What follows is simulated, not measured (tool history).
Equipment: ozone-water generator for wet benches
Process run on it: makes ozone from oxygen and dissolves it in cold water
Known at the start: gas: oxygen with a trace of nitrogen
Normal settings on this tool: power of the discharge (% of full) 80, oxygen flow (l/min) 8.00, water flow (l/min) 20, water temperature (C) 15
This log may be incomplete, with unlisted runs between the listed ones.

run     day  power of the discharge (% of full)  oxygen flow (l/min)  water flow (l/min)  water temperature (C)  dissolved ozone (ppm)  ozone in the gas ahead of the water (g/m3)
  1   0.000                                  80                 8.00                  20                     15                   35.6                                       283.3
  2   3.392                                  80                 8.00                  20                     22                   31.9                                       284.7
  3   6.588                                  80                 8.00                  25                     22                   27.2                                       281.0
  4   9.779                                  80                 8.00                  25                     22                   26.8                                       281.8
  5  13.708                                  80                 8.00                  25                     22                   27.1                                       282.3
  6  15.583                                  80                 8.00                  20                     15                   36.2                                       282.3
  7  19.138                                  80                 8.00                  28                     15                   27.2                                       282.9
  8  21.062                                  80                 8.00                  28                     15                   27.5                                       281.7
  9  24.158                                  80                 8.00                  28                     15                   27.2                                       279.8
 10  26.792                                  80                 8.00                  28                     15                   27.4                                       280.9
 11  29.792                                  80                 8.00                  20                     15                   35.2                                       280.7
 12  32.367                                  80                 8.00                  20                     15                   35.6                                       280.0
 13  36.438                                  80                 8.00                  20                     15                   35.3                                       279.6
 14  39.121                                  80                 8.00                  20                     15                   35.4                                       280.5
 15  41.754                                  80                 8.00                  12                     15                   49.8                                       279.2
 16  45.179                                  80                 8.00                  12                     15                   49.3                                       281.8
 17  48.371                                  54                 8.00                  20                     15                   28.1                                       223.5
     48.892  -- contactor cleaned
 18  50.517                                  54                 8.00                  20                     15                   27.7                                       221.2
 19  53.450                                  52                 5.12                  26                     15                   21.6                                       284.0
 20  55.238                                  43                10.04                  20                     15                   23.8                                       174.0
 21  57.996                                  43                13.11                  32                      8                   18.0                                       148.6
     60.071  -- contactor cleaned, once more
 22  61.754                                  41                 8.00                  18                     10                   29.7                                       192.5
 23  65.217                                  41                 8.00                  18                     10                   29.9                                       190.1
 24  67.175                                  74                 8.00                  31                     15                   24.2                                       266.3
 25  71.146                                  54                 4.19                  23                     16                   26.2                                       325.0
 26  74.304                                  54                 4.19                  23                     16                   26.1                                       325.1
 27  76.329                                  48                14.01                  20                     12                   26.6                                       151.1
 28  78.642                                  80                 8.00                  27                     12                   30.0                                       277.9
 29  81.467                                  80                 8.00                  27                     12                   29.8                                       272.4

Run 30 has not been measured yet. What should we expect?
 30  83.304                                  80                 8.00                  20                     21                      ?                                           ?

Logged for run 30: dissolved ozone (ppm) 33.0, ozone in the gas ahead of the water (g/m3) 277.2.
Minus the tool's unlogged condition, the same run would have read dissolved ozone (ppm) 35.2, ozone in the gas ahead of the water (g/m3) 293.3.

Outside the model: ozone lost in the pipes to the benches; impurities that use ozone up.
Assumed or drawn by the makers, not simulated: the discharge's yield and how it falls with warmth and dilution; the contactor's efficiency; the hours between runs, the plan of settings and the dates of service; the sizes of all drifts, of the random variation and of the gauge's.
